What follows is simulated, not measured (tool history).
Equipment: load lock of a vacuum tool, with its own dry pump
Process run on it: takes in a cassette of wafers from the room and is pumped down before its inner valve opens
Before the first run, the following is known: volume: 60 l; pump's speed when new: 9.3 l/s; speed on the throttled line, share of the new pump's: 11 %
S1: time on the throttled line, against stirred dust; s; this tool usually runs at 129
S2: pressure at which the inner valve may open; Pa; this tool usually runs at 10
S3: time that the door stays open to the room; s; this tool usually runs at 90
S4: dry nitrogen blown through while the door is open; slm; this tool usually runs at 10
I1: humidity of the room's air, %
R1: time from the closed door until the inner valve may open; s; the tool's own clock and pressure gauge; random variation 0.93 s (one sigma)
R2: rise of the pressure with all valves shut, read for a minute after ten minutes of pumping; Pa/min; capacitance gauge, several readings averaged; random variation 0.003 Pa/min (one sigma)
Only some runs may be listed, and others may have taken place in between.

{"run": 1, "hour": 0.0, "S1": 129, "S2": 10, "S3": 90, "S4": 10, "I1": 46.3, "R1": 177, "R2": 0.031}
{"run": 2, "hour": 520.7, "S1": 129, "S2": 10, "S3": 90, "S4": 10, "I1": 45.4, "R1": 174.1, "R2": 0.024}
{"run": 3, "hour": 1009.7, "S1": 129, "S2": 10, "S3": 90, "S4": 10, "I1": 45.4, "R1": 174, "R2": 0.035}
{"run": 4, "hour": 1468.3, "S1": 129, "S2": 10, "S3": 90, "S4": 6, "I1": 43.2, "R1": 175.5, "R2": 0.031}
{"run": 5, "hour": 1714.7, "S1": 129, "S2": 10, "S3": 100, "S4": 10, "I1": 44.4, "R1": 175.6, "R2": 0.034}
{"run": 6, "hour": 2192.2, "S1": 129, "S2": 10, "S3": 26, "S4": 10, "I1": 49.7, "R1": 175.2, "R2": 0.016}
{"run": 7, "hour": 2625.4, "S1": 129, "S2": 10, "S3": 90, "S4": 10, "I1": 41.9, "R1": 174.8, "R2": 0.029}
{"run": 8, "hour": 3191.5, "S1": 129, "S2": 10, "S3": 90, "S4": 10, "I1": 45.8, "R1": 175.2, "R2": 0.024}
{"run": 9, "hour": 3555.6, "S1": 129, "S2": 10, "S3": 90, "S4": 10, "I1": 41.7, "R1": 175, "R2": 0.03}
{"run": 10, "hour": 3965.2, "S1": 129, "S2": 10, "S3": 90, "S4": 10, "I1": 45.6, "R1": 176.1, "R2": 0.029}
{"hour": 4106.7, "done": "dry pump taken out, an overhauled one fitted"}
{"run": 11, "hour": 4334.8, "S1": 129, "S2": 10, "S3": 90, "S4": 23, "I1": 41.6, "R1": 176.4, "R2": 0.019}
{"run": 12, "hour": 4805.6, "S1": 129, "S2": 10, "S3": 90, "S4": 7, "I1": 43.9, "R1": 175.1, "R2": 0.03}
{"run": 13, "hour": 5131.3, "S1": 129, "S2": 10, "S3": 90, "S4": 7, "I1": 42.2, "R1": 174.5, "R2": 0.033}
{"run": 14, "hour": 5475.3, "S1": 129, "S2": 10, "S3": 90, "S4": 10, "I1": 41.2, "R1": 175.4, "R2": 0.032}
{"run": 15, "hour": 6008.5, "S1": 129, "S2": 10, "S3": 90, "S4": 10, "I1": 45.4, "R1": 175.9, "R2": 0.027}
{"run": 16, "hour": 6426.4, "S1": 129, "S2": 10, "S3": 90, "S4": 12, "I1": 43.3, "R1": 175, "R2": 0.029}
{"run": 17, "hour": 6897.5, "S1": 129, "S2": 10, "S3": 90, "S4": 10, "I1": 45.6, "R1": 174.7, "R2": 0.034}
{"run": 18, "hour": 7378.3, "S1": 129, "S2": 10, "S3": 90, "S4": 10, "I1": 45.1, "R1": 175.4, "R2": 0.031}
{"run": 19, "hour": 7697.7, "S1": 224, "S2": 9, "S3": 90, "S4": 10, "I1": 45.2, "R1": 260.6, "R2": 0.029}
{"run": 20, "hour": 7975.7, "S1": 224, "S2": 9, "S3": 90, "S4": 10, "I1": 45.4, "R1": 259.9, "R2": 0.031}
{"run": 21, "hour": 8411.9, "S1": 224, "S2": 7, "S3": 114, "S4": 10, "I1": 46.8, "R1": 262.7, "R2": 0.035}
{"run": 22, "hour": 8954.1, "S1": 224, "S2": 7, "S3": 114, "S4": 23, "I1": 44.7, "R1": 262.5, "R2": 0.023}
{"run": 23, "hour": 9271.7, "S1": 192, "S2": 10, "S3": 216, "S4": 10, "I1": 43.4, "R1": 231.7, "R2": 0.051}
{"run": 24, "hour": 9532.0, "S1": 223, "S2": 9, "S3": 73, "S4": 14, "I1": 45.9, "R1": 258.7, "R2": 0.019}
{"run": 25, "hour": 9835.4, "S1": 223, "S2": 9, "S3": 73, "S4": 14, "I1": 45.9, "R1": 260.4, "R2": 0.024}
{"run": 26, "hour": 10382.9, "S1": 129, "S2": 15, "S3": 105, "S4": 10, "I1": 44.2, "R1": 170.9, "R2": 0.027}
{"run": 27, "hour": 10746.2, "S1": 129, "S2": 8, "S3": 105, "S4": 4, "I1": 44.1, "R1": 176.9, "R2": 0.035}
{"run": 28, "hour": 11171.2, "S1": 105, "S2": 10, "S3": 90, "S4": 10, "I1": 44.1, "R1": 154.1, "R2": 0.031}
{"run": 29, "hour": 11479.3, "S1": 142, "S2": 8, "S3": 52, "S4": 5, "I1": 44.2, "R1": 188.9, "R2": 0.027}
{"run": 30, "hour": 11774.4, "S1": 79, "S2": 18, "S3": 26, "S4": 23, "I1": 46.8, "R1": 126.7, "R2": 0.014}
{"run": 31, "hour": 12045.7, "S1": 79, "S2": 18, "S3": 26, "S4": 23, "I1": 46, "R1": 126.5, "R2": 0.009}
{"run": 32, "hour": 12554.8, "S1": 251, "S2": 14, "S3": 36, "S4": 39, "I1": 44, "R1": 283.4, "R2": 0.012}
{"run": 33, "hour": 13008.6, "S1": 251, "S2": 10, "S3": 112, "S4": 6, "I1": 45.1, "R1": 284.1, "R2": 0.041}

5 ways to go on from here, each from the tool as it stands after run 33. What would each give?
{"run": "A", "hour": 13302.1, "S1": 251, "S2": 10, "S3": 60, "S4": 6, "I1": 44.5, "R1": "?", "R2": "?"}
{"run": "B", "hour": 13302.1, "S1": 244, "S2": 12, "S3": 112, "S4": 9, "I1": 44.5, "R1": "?", "R2": "?"}
{"run": "C", "hour": 13302.1, "S1": 251, "S2": 10, "S3": 112, "S4": 18, "I1": 43.8, "R1": "?", "R2": "?"}
{"run": "D", "hour": 13302.1, "S1": 216, "S2": 8, "S3": 178, "S4": 10, "I1": 45.5, "R1": "?", "R2": "?"}
{"run": "E", "hour": 13302.1, "S1": 251, "S2": 10, "S3": 100, "S4": 11, "I1": 46.7, "R1": "?", "R2": "?"}

run=A R1=284.2 R2=0.026
run=B R1=276.9 R2=0.038
run=C R1=283.6 R2=0.026
run=D R1=254 R2=0.051
run=E R1=285.2 R2=0.032
Stripped of hidden state, with their random variation kept, the same runs would have yielded:
run=A R1=284.2 R2=0.025
run=B R1=276.9 R2=0.036
run=C R1=283.5 R2=0.025
run=D R1=254 R2=0.05
run=E R1=285.2 R2=0.031

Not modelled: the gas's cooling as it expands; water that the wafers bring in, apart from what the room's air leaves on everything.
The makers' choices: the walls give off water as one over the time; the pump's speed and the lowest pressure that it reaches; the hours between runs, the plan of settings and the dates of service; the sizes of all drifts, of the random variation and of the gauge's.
